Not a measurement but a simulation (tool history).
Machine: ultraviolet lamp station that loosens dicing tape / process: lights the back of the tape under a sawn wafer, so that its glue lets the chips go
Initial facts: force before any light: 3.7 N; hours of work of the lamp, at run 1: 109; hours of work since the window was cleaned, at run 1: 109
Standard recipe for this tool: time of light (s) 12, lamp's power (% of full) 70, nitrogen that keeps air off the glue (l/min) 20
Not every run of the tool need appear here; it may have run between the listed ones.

| run | hour | time of light (s) | lamp's power (% of full) | nitrogen that keeps air off the glue (l/min) | hours of work of the lamp | hours of work since the window was cleaned | force that peels the tape off (N) | light that reached the tape (J/m2) |
|---|---|---|---|---|---|---|---|---|
| 1 | 0 | 12 | 70 | 20 | 109 | 109 | 0.273 | 3600 |
| 2 | 49.9 | 12 | 70 | 20 | 143 | 143 | 0.261 | 3560 |
| 3 | 112.2 | 12 | 70 | 20 | 184 | 184 | 0.272 | 3620 |
| 4 | 164.2 | 12 | 70 | 20 | 219 | 219 | 0.254 | 3590 |
| 5 | 261 | 12 | 70 | 20 | 284 | 284 | 0.26 | 3590 |
| 6 | 341.7 | 12 | 70 | 20 | 338 | 338 | 0.262 | 3600 |
| 7 | 437.9 | 12 | 70 | 20 | 403 | 403 | 0.267 | 3590 |
| 8 | 507.3 | 12 | 70 | 20 | 449 | 449 | 0.278 | 3560 |
| 9 | 558.2 | 12 | 70 | 20 | 484 | 484 | 0.267 | 3650 |
| 10 | 626.6 | 12 | 70 | 20 | 529 | 529 | 0.26 | 3590 |
| 11 | 681.5 | 12 | 70 | 20 | 566 | 566 | 0.257 | 3560 |
|  | 691.7 | window cleaned of glue's vapour |
| 12 | 769.1 | 12 | 70 | 20 | 625 | 52 | 0.266 | 3590 |
| 13 | 862 | 12 | 70 | 20 | 687 | 114 | 0.26 | 3630 |
| 14 | 961.9 | 12 | 70 | 20 | 754 | 181 | 0.277 | 3580 |
|  | 1033 | lamp changed |
| 15 | 1039 | 12 | 91 | 20 | 4 | 232 | 0.187 | 4680 |
| 16 | 1131.8 | 12 | 70 | 20 | 66 | 295 | 0.275 | 3560 |
| 17 | 1179.4 | 18 | 70 | 20 | 98 | 327 | 0.181 | 5370 |
| 18 | 1280.3 | 12 | 86 | 20 | 166 | 394 | 0.222 | 4420 |
| 19 | 1322.2 | 12 | 86 | 20 | 194 | 422 | 0.204 | 4440 |
| 20 | 1412.6 | 12 | 86 | 20 | 255 | 483 | 0.2 | 4420 |
| 21 | 1477.1 | 12 | 86 | 20 | 298 | 526 | 0.197 | 4330 |
|  | 1551.3 | window cleaned of glue's vapour |
| 22 | 1570.4 | 12 | 86 | 20 | 360 | 13 | 0.205 | 4410 |
| 23 | 1638.7 | 23 | 86 | 17 | 406 | 59 | 0.158 | 8500 |
| 24 | 1698.6 | 23 | 86 | 17 | 446 | 99 | 0.149 | 8540 |
| 25 | 1799.5 | 17 | 86 | 11 | 514 | 166 | 0.176 | 6310 |
| 26 | 1870.6 | 10 | 79 | 39 | 562 | 214 | 0.24 | 3390 |
| 27 | 1932.2 | 10 | 79 | 39 | 603 | 255 | 0.238 | 3350 |
| 28 | 1985.5 | 16 | 83 | 10 | 639 | 291 | 0.182 | 5680 |
| 29 | 2056.3 | 12 | 69 | 8 | 686 | 339 | 0.423 | 3530 |
| 30 | 2102.2 | 12 | 69 | 8 | 717 | 370 | 0.41 | 3550 |
| 31 | 2157.8 | 12 | 69 | 8 | 754 | 407 | 0.407 | 3530 |
| 32 | 2200.5 | 9 | 70 | 34 | 783 | 435 | 0.362 | 2640 |
|  | 2225.5 | lamp changed |
| 33 | 2297 | 9 | 70 | 34 | 48 | 500 | 0.344 | 2700 |
| 34 | 2388 | 11 | 88 | 21 | 109 | 561 | 0.208 | 4130 |
|  | 2407.1 | window cleaned of glue's vapour |
| 35 | 2436 | 11 | 70 | 30 | 141 | 19 | 0.259 | 3280 |
| 36 | 2506 | 11 | 87 | 30 | 188 | 66 | 0.202 | 4080 |
| 37 | 2552.6 | 13 | 72 | 7 | 219 | 98 | 0.361 | 3930 |
| 38 | 2607.9 | 13 | 72 | 7 | 256 | 135 | 0.368 | 4000 |
| 39 | 2699.8 | 12 | 63 | 14 | 318 | 196 | 0.368 | 3230 |
| 40 | 2748.1 | 12 | 63 | 14 | 350 | 229 | 0.356 | 3230 |
| 41 | 2822 | 12 | 63 | 14 | 400 | 278 | 0.359 | 3230 |
| 42 | 2888.2 | 12 | 64 | 23 | 444 | 323 | 0.29 | 3260 |
| 43 | 2933.5 | 12 | 66 | 20 | 475 | 353 | 0.289 | 3410 |

How the hidden state differs across the entries between the runs, from the last listed run before each to the first after it:
Run 11 -> run 12: window cleaned of glue's vapour (hour 691.7)
  light that the window lets through, % of a clean one's: 99.9 -> 100
Run 14 -> run 15: lamp changed (hour 1033)
  lamp's light, % of a new lamp's: 99.8 -> 100
Run 21 -> run 22: window cleaned of glue's vapour (hour 1551.3)
  light that the window lets through, % of a clean one's: 99.9 -> 100
Run 32 -> run 33: lamp changed (hour 2225.5)
  lamp's light, % of a new lamp's: 99.8 -> 100
Run 34 -> run 35: window cleaned of glue's vapour (hour 2407.1)
  light that the window lets through, % of a clean one's: 99.9 -> 100

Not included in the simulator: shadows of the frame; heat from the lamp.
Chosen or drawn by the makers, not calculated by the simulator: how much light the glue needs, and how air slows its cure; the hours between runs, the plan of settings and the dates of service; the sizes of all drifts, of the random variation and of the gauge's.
